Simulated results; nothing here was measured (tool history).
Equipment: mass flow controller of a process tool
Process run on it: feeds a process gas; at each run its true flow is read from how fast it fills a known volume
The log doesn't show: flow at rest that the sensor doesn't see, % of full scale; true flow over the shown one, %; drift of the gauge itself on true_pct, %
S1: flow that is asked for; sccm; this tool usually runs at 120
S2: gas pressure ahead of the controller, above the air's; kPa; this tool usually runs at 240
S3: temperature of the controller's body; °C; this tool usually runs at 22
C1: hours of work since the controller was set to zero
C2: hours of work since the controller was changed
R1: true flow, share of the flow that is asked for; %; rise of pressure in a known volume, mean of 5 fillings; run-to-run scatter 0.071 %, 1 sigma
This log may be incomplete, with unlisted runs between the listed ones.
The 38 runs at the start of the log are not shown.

run    hour   S1   S2  S3    C1    C2     R1
 39  3305.6  120  240  24   434  3278  98.87
 40  3400.9   48  141  22   504  3348  98.89
 41    3485   48  205  22   565  3409  98.61
 42  3561.4  120  175  22   621  3465  99.34
 43  3665.5  120  175  22   697  3541  99.16
 44  3724.5  120  175  22   740  3584  99.14
 45  3828.9  160  175  23   816  3661  99.39
 46  3945.9  120  182  34   902  3746  98.32
 47  4035.1   25  142  34   967  3811  96.79
 48  4151.6  162  204  23  1052  3896  99.15
 49    4224  162  204  23  1105  3949  99.08

Predict each of these 3 candidate next runs independently; none follows another, all start after run 49:
  A  4312.1  162  186  23  1169  4013   ?
  B  4312.1   36  163  34  1169  4013   ?
  C  4312.1  162  194  23  1169  4013   ?

run     R1
  A  99.36
  B   97.1
  C  99.11
Without the tool's hidden state the same runs would have given:
run     R1
  A  100.2
  B   98.9
  C  99.94
